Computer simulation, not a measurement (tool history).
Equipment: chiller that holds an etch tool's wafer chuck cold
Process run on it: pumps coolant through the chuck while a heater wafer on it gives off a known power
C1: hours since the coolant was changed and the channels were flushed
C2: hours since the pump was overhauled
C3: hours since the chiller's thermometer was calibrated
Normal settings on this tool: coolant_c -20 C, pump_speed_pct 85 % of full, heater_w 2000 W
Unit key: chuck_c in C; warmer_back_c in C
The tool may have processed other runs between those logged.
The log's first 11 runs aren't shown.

run 12 hour=659.8 | coolant_c=-20 pump_speed_pct=85 heater_w=2000 | C1=4074 C2=3220 C3=3575 | chuck_c=-3.5 warmer_back_c=6.66
run 13 hour=721.2 | coolant_c=-20 pump_speed_pct=85 heater_w=2000 | C1=4136 C2=3281 C3=3636 | chuck_c=-3.4 warmer_back_c=6.74
run 14 hour=763.8 | coolant_c=-20 pump_speed_pct=85 heater_w=2000 | C1=4178 C2=3324 C3=3679 | chuck_c=-3.2 warmer_back_c=6.65
run 15 hour=804.8 | coolant_c=-20 pump_speed_pct=85 heater_w=2000 | C1=4219 C2=3365 C3=3720 | chuck_c=-3.1 warmer_back_c=6.63
run 16 hour=870 | coolant_c=-20 pump_speed_pct=85 heater_w=2000 | C1=4285 C2=3430 C3=3785 | chuck_c=-3.1 warmer_back_c=6.7
run 17 hour=918.5 | coolant_c=-20 pump_speed_pct=94 heater_w=2000 | C1=4333 C2=3479 C3=3833 | chuck_c=-4.4 warmer_back_c=6.1
run 18 hour=964.5 | coolant_c=-20 pump_speed_pct=94 heater_w=2000 | C1=4379 C2=3525 C3=3879 | chuck_c=-4.5 warmer_back_c=6.07
run 19 hour=1024.4 | coolant_c=-28 pump_speed_pct=70 heater_w=2000 | C1=4439 C2=3585 C3=3939 | chuck_c=-8.2 warmer_back_c=8.22
run 20 hour=1064 | coolant_c=-28 pump_speed_pct=70 heater_w=2000 | C1=4479 C2=3624 C3=3979 | chuck_c=-8.1 warmer_back_c=8.16
run 21 hour=1127 | coolant_c=-28 pump_speed_pct=70 heater_w=2000 | C1=4542 C2=3687 C3=4042 | chuck_c=-7.7 warmer_back_c=8.28
-- hour=1131.7 chiller's thermometer calibrated
run 22 hour=1170.9 | coolant_c=-28 pump_speed_pct=70 heater_w=2000 | C1=4584 C2=3730 C3=39 | chuck_c=-7.9 warmer_back_c=8.29
run 23 hour=1206.1 | coolant_c=-25 pump_speed_pct=63 heater_w=1685 | C1=4620 C2=3765 C3=74 | chuck_c=-6.6 warmer_back_c=7.7
-- hour=1277.8 chiller's thermometer calibrated, once more
run 24 hour=1280.7 | coolant_c=-27 pump_speed_pct=85 heater_w=2278 | C1=4693 C2=3839 C3=3 | chuck_c=-6.9 warmer_back_c=7.8
run 25 hour=1317.1 | coolant_c=-30 pump_speed_pct=85 heater_w=1570 | C1=4730 C2=3875 C3=39 | chuck_c=-16 warmer_back_c=5.35
run 26 hour=1379.3 | coolant_c=-13 pump_speed_pct=67 heater_w=1570 | C1=4792 C2=3938 C3=101 | chuck_c=4.2 warmer_back_c=6.78
run 27 hour=1420.2 | coolant_c=-13 pump_speed_pct=67 heater_w=2057 | C1=4833 C2=3979 C3=142 | chuck_c=9.3 warmer_back_c=8.96
run 28 hour=1476.9 | coolant_c=-28 pump_speed_pct=95 heater_w=1226 | C1=4889 C2=4035 C3=199 | chuck_c=-17.8 warmer_back_c=3.72
run 29 hour=1515.5 | coolant_c=-28 pump_speed_pct=85 heater_w=1512 | C1=4928 C2=4074 C3=238 | chuck_c=-14.3 warmer_back_c=5.16
run 30 hour=1549.4 | coolant_c=-28 pump_speed_pct=85 heater_w=1512 | C1=4962 C2=4108 C3=272 | chuck_c=-14.3 warmer_back_c=5.2
-- hour=1578.1 coolant changed, channels flushed
run 31 hour=1625.9 | coolant_c=-28 pump_speed_pct=85 heater_w=1512 | C1=48 C2=4178 C3=342 | chuck_c=-16.5 warmer_back_c=5.23

5 ways to go on from here, each from the tool as it stands after run 31. What would each give?
run A hour=1695.7 | coolant_c=-27 pump_speed_pct=85 heater_w=2000 | C1=118 C2=4248 C3=412 | chuck_c=? warmer_back_c=?
run B hour=1695.7 | coolant_c=-28 pump_speed_pct=64 heater_w=2266 | C1=118 C2=4248 C3=412 | chuck_c=? warmer_back_c=?
run C hour=1695.7 | coolant_c=-15 pump_speed_pct=77 heater_w=1372 | C1=118 C2=4248 C3=412 | chuck_c=? warmer_back_c=?
run D hour=1695.7 | coolant_c=-20 pump_speed_pct=79 heater_w=2000 | C1=118 C2=4248 C3=412 | chuck_c=? warmer_back_c=?
run E hour=1695.7 | coolant_c=-24 pump_speed_pct=85 heater_w=2000 | C1=118 C2=4248 C3=412 | chuck_c=? warmer_back_c=?

run=A chuck_c=-11.6 warmer_back_c=6.97
run=B chuck_c=-5.9 warmer_back_c=10.31
run=C chuck_c=-3.4 warmer_back_c=5.22
run=D chuck_c=-3.5 warmer_back_c=7.42
run=E chuck_c=-8.5 warmer_back_c=6.96
The same runs, with their run-to-run variation unchanged, on a tool lacking any hidden condition would have given:
run=A chuck_c=-13.5 warmer_back_c=6
run=B chuck_c=-8.7 warmer_back_c=8.86
run=C chuck_c=-4.8 warmer_back_c=4.49
run=D chuck_c=-5.5 warmer_back_c=6.38
run=E chuck_c=-10.4 warmer_back_c=5.99
